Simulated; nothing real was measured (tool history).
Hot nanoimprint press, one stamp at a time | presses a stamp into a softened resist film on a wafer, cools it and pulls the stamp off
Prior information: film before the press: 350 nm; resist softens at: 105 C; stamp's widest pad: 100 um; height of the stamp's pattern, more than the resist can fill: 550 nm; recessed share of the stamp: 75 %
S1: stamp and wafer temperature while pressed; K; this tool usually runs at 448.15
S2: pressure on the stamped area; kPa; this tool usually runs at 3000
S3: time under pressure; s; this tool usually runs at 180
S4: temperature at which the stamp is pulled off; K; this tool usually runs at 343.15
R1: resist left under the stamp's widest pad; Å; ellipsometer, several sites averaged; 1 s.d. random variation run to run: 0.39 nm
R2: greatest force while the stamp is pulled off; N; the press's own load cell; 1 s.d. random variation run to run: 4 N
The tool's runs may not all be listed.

run   hour      S1    S2   S3      S4    R1   R2
  1      0  448.15  3000  180  343.15  1429  221
  2   23.2  448.15  3000  180  343.15  1420  213
  3     50  448.15  3000  180  334.15  1429  238
  4   64.6  444.15  3000  180  334.15  1613  245
  5   91.6  444.15  3000  180  334.15  1614  253
  6  121.6  444.15  3000  180  334.15  1612  242
  7  140.1  442.15  3000  180  334.15  1719  250
     162.2  -- stamp cleaned and given a new release coat
  8  164.4  442.15  1880  180  334.15  2047  199
  9  179.4  442.15  1880  180  334.15  2049  211
     189.3  -- plate thermocouple calibrated
 10  196.1  442.15  1880  180  334.15  2148  219
 11  212.8  442.15  1920  223  334.15  1986  211
 12  237.5  445.15  3000  180  351.15  1633  188
 13  266.5  444.15  3000  243  343.15  1504  206
 14    292  448.15  2240  194  343.15  1636  206

What does the tool deliver on the next run?
 15  319.4  452.15  3000  180  343.15   ?   ?

For run 15 the tool returned R1 1316 Å, R2 217 N.
Minus the tool's unlogged condition, the same run would have read R1 1285 Å, R2 196 N.

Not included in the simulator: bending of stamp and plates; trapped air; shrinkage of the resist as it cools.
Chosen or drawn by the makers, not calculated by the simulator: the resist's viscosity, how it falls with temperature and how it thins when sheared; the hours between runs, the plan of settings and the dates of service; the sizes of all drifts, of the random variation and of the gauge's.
